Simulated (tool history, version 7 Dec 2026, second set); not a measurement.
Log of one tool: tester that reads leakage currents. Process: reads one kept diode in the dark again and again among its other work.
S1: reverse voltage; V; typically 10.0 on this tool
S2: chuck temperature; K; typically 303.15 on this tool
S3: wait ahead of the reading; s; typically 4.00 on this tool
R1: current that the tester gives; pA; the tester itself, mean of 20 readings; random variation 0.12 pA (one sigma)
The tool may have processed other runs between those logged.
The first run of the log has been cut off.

{"run": 2, "day": 4.233, "S1": 10.0, "S2": 303.15, "S3": 4.0, "R1": 59.09}
{"run": 3, "day": 11.746, "S1": 10.0, "S2": 303.15, "S3": 2.31, "R1": 60.52}
{"run": 4, "day": 18.696, "S1": 10.0, "S2": 303.15, "S3": 4.0, "R1": 61.12}
{"day": 21.983, "done": "probe card cleaned and baked"}
{"run": 5, "day": 28.338, "S1": 10.0, "S2": 303.15, "S3": 4.0, "R1": 40.54}
{"run": 6, "day": 36.317, "S1": 10.0, "S2": 303.15, "S3": 4.0, "R1": 41.56}
{"run": 7, "day": 40.538, "S1": 10.0, "S2": 303.15, "S3": 4.0, "R1": 42.36}
{"run": 8, "day": 45.808, "S1": 10.0, "S2": 303.15, "S3": 4.0, "R1": 43.09}
{"run": 9, "day": 54.817, "S1": 10.0, "S2": 303.15, "S3": 4.0, "R1": 44.61}
{"day": 57.6, "done": "tester calibrated"}
{"run": 10, "day": 63.833, "S1": 1.5, "S2": 303.15, "S3": 4.0, "R1": 20.18}
{"day": 69.125, "done": "chuck's temperature calibrated"}
{"run": 11, "day": 71.096, "S1": 10.0, "S2": 308.15, "S3": 4.0, "R1": 60.4}
{"run": 12, "day": 80.15, "S1": 10.0, "S2": 308.15, "S3": 4.0, "R1": 61.58}
{"run": 13, "day": 86.258, "S1": 10.0, "S2": 308.15, "S3": 4.0, "R1": 62.27}
{"day": 87.854, "done": "tester calibrated, once more"}
{"run": 14, "day": 92.308, "S1": 10.0, "S2": 303.15, "S3": 4.0, "R1": 44.51}
{"run": 15, "day": 101.429, "S1": 10.0, "S2": 303.15, "S3": 4.0, "R1": 45.93}
{"run": 16, "day": 105.725, "S1": 10.0, "S2": 303.15, "S3": 4.0, "R1": 46.25}
{"run": 17, "day": 111.054, "S1": 10.0, "S2": 303.15, "S3": 4.0, "R1": 47.46}
{"run": 18, "day": 120.025, "S1": 10.0, "S2": 303.15, "S3": 2.67, "R1": 48.93}
{"run": 19, "day": 126.021, "S1": 10.0, "S2": 303.15, "S3": 2.67, "R1": 49.69}
{"run": 20, "day": 134.175, "S1": 10.0, "S2": 303.15, "S3": 2.67, "R1": 51.12}
{"run": 21, "day": 141.567, "S1": 10.0, "S2": 303.15, "S3": 2.67, "R1": 52.43}
{"run": 22, "day": 148.625, "S1": 10.0, "S2": 298.15, "S3": 2.67, "R1": 40.39}

For run 23, what comes out?
{"run": 23, "day": 152.646, "S1": 12.8, "S2": 296.15, "S3": 1.73, "R1": "?"}

Run 23 measured R1 44.24 pA.
The same run, on a tool lacking any hidden state, would have yielded R1 24.89 pA.
